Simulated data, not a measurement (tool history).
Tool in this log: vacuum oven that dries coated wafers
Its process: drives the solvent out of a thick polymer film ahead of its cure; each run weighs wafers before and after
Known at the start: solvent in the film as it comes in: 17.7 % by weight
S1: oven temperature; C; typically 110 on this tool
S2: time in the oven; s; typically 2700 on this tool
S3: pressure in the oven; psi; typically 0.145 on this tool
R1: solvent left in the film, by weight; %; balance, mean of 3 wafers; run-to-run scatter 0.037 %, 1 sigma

Run 1, hour 0: usual settings. Result: R1 1.58 %.
Run 2, hour 32.8: usual settings. Result: R1 1.65 %.
Run 3, hour 65.3: usual settings. Result: R1 1.56 %.
Run 4, hour 94.8: usual settings. Result: R1 1.69 %.
Run 5, hour 130.5: usual settings but S1 96 C. Result: R1 4.04 %.
Run 6, hour 158: usual settings but S1 98 C. Result: R1 3.6 %.
Run 7, hour 181.7: usual settings. Result: R1 1.54 %.
Run 8, hour 208.1: usual settings. Result: R1 1.71 %.
Run 9, hour 240.2: usual settings but S1 107 C. Result: R1 2.05 %.
Run 10, hour 261.2: usual settings but S1 107 C. Result: R1 2.15 %.
Run 11, hour 281.9: usual settings but S1 107 C, S2 1740 s. Result: R1 3.47 %.
Run 12, hour 316.8: usual settings but S1 107 C, S2 1740 s. Result: R1 3.4 %.
At hour 337.6: vacuum gauge cleaned of residue and calibrated.
Run 13, hour 360.2: usual settings but S1 107 C, S2 1740 s. Result: R1 3.27 %.
Run 14, hour 383: usual settings but S1 107 C, S2 1740 s, S3 0.421 psi. Result: R1 4.84 %.
Run 15, hour 410.2: usual settings but S1 107 C, S2 1740 s, S3 0.421 psi. Result: R1 4.86 %.
Run 16, hour 432: usual settings but S1 107 C, S2 1740 s, S3 0.421 psi. Result: R1 4.81 %.
Run 17, hour 467.6: usual settings but S1 125 C. Result: R1 0.64 %.
Run 18, hour 499.5: usual settings but S1 125 C. Result: R1 0.58 %.
At hour 526.5: oven's thermocouples calibrated.
Run 19, hour 544.1: usual settings. Result: R1 1.35 %.
Run 20, hour 588.5: usual settings. Result: R1 1.36 %.
Run 21, hour 616.5: usual settings but S1 115 C. Result: R1 0.9 %.
Run 22, hour 637: usual settings but S1 115 C. Result: R1 1.02 %.
Run 23, hour 661.9: usual settings. Result: R1 1.4 %.
Run 24, hour 690.8: usual settings but S1 106 C, S2 3120 s. Result: R1 1.54 %.
Run 25, hour 728.8: usual settings but S1 115 C, S2 3780 s, S3 0.093 psi. Result: R1 0.59 %.
Run 26, hour 759.8: usual settings but S1 101 C, S2 2100 s, S3 0.3 psi. Result: R1 4.43 %.
Run 27, hour 783.7: usual settings but S1 124 C, S2 2100 s, S3 0.3 psi. Result: R1 1.2 %.
Run 28, hour 813.3: usual settings but S1 99 C, S2 4380 s. Result: R1 1.68 %.
Run 29, hour 855.4: usual settings but S3 0.464 psi. Result: R1 3.05 %.
Run 30, hour 898.1: usual settings but S1 120 C, S2 1320 s, S3 0.412 psi. Result: R1 2.87 %.
Run 31, hour 934.3: usual settings but S1 120 C, S2 1320 s, S3 0.412 psi. Result: R1 2.92 %.
Run 32, hour 967.1: usual settings but S1 120 C, S2 1320 s, S3 0.412 psi. Result: R1 2.99 %.
Run 33, hour 1006.8: usual settings but S1 120 C, S2 1320 s, S3 0.412 psi. Result: R1 2.92 %.
Run 34, hour 1037: usual settings but S1 117 C, S2 4620 s, S3 0.294 psi. Result: R1 1.38 %.
Run 35, hour 1056.8: usual settings but S1 117 C, S2 4620 s, S3 0.294 psi. Result: R1 1.35 %.
Run 36, hour 1090.1: usual settings but S1 116 C, S2 4020 s. Result: R1 0.76 %.
Run 37, hour 1123: usual settings but S1 116 C, S2 4020 s. Result: R1 0.79 %.
Run 38, hour 1166.7: usual settings but S2 1620 s. Result: R1 2.91 %.
Run 39, hour 1197.2: usual settings but S2 3120 s, S3 0.168 psi. Result: R1 1.34 %.
Run 40, hour 1234.3: usual settings but S2 4320 s. Result: R1 0.97 %.
Run 41, hour 1260.2: usual settings but S2 1440 s. Result: R1 3.37 %.
Run 42, hour 1286.4: usual settings but S2 1440 s. Result: R1 3.39 %.
Run 43, hour 1323.7: usual settings but S3 0.395 psi. Result: R1 2.85 %.
Run 44, hour 1357: usual settings but S2 1440 s, S3 0.516 psi. Result: R1 5.09 %.
Run 45, hour 1377.9: usual settings but S1 99 C, S2 2040 s, S3 0.074 psi. Result: R1 3.77 %.
Run 46, hour 1415.6: usual settings but S1 122 C, S3 0.154 psi. Result: R1 0.74 %.

What if the next run were any one of these 3? Each begins from the tool's condition after run 46:
Run A, hour 1459.6: usual settings but S1 97 C, S3 0.075 psi. Result: R1 ?.
Run B, hour 1459.6: usual settings but S1 102 C, S3 0.225 psi. Result: R1 ?.
Run C, hour 1459.6: usual settings but S1 97 C, S3 0.097 psi. Result: R1 ?.

run    R1
  A  2.95
  B  3.12
  C  3.23
Had the tool no hidden state, the same runs would have come out as:
run    R1
  A  2.59
  B  2.78
  C  2.86
